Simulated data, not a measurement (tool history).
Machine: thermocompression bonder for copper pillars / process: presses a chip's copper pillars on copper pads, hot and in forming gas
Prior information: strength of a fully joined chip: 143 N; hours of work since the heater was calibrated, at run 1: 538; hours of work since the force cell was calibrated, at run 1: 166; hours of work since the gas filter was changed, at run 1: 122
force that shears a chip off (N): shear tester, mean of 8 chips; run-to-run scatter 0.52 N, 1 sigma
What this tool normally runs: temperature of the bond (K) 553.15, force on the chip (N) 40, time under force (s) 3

| run | day | temperature of the bond (K) | force on the chip (N) | time under force (s) | hours of work since the heater was calibrated | hours of work since the force cell was calibrated | hours of work since the gas filter was changed | force that shears a chip off (N) |
|---|---|---|---|---|---|---|---|---|
| 1 | 0.000 | 553.15 | 40 | 3 | 538 | 166 | 122 | 66.3 |
| 2 | 0.567 | 553.15 | 40 | 3 | 548 | 175 | 131 | 66.9 |
| 3 | 1.450 | 553.15 | 40 | 3 | 562 | 190 | 146 | 67.3 |
| 4 | 1.879 | 553.15 | 40 | 3 | 570 | 197 | 154 | 68.0 |
| 5 | 2.346 | 553.15 | 40 | 3 | 578 | 205 | 162 | 67.3 |
| 6 | 3.158 | 553.15 | 40 | 3 | 591 | 219 | 175 | 67.6 |
| 7 | 3.650 | 553.15 | 40 | 3 | 600 | 227 | 184 | 67.3 |
| 8 | 4.525 | 553.15 | 40 | 3 | 614 | 242 | 198 | 68.2 |
|  | 5.129 | forming gas filter changed |
| 9 | 5.429 | 569.15 | 56 | 3 | 629 | 257 | 5 | 96.9 |
| 10 | 6.142 | 525.15 | 25 | 4 | 642 | 269 | 17 | 37.5 |
| 11 | 6.804 | 553.15 | 40 | 4 | 653 | 280 | 28 | 74.4 |
| 12 | 7.679 | 553.15 | 40 | 4 | 667 | 295 | 43 | 74.1 |
| 13 | 8.538 | 582.15 | 52 | 2 | 682 | 310 | 58 | 90.9 |
| 14 | 9.350 | 553.15 | 40 | 3 | 696 | 323 | 71 | 66.6 |
| 15 | 10.142 | 553.15 | 40 | 4 | 709 | 337 | 85 | 73.9 |

Consider 5 possible next runs. They are alternatives, not a sequence: every one starts from the tool as it was left by run 15. What does each give?
| A | 10.625 | 553.15 | 52 | 4 | 717 | 345 | 93 | ? |
| B | 10.625 | 553.15 | 40 | 6 | 717 | 345 | 93 | ? |
| C | 10.625 | 553.15 | 40 | 7 | 717 | 345 | 93 | ? |
| D | 10.625 | 561.15 | 36 | 8 | 717 | 345 | 93 | ? |
| E | 10.625 | 552.15 | 40 | 3 | 717 | 345 | 93 | ? |

| run | force that shears a chip off (N) |
|---|---|
| A | 90.4 |
| B | 84.8 |
| C | 90.3 |
| D | 91.3 |
| E | 68.2 |
The same runs, with their run-to-run variation unchanged, on a tool lacking any hidden condition would have given:
| run | force that shears a chip off (N) |
|---|---|
| A | 90.6 |
| B | 85.0 |
| C | 90.5 |
| D | 91.5 |
| E | 68.3 |
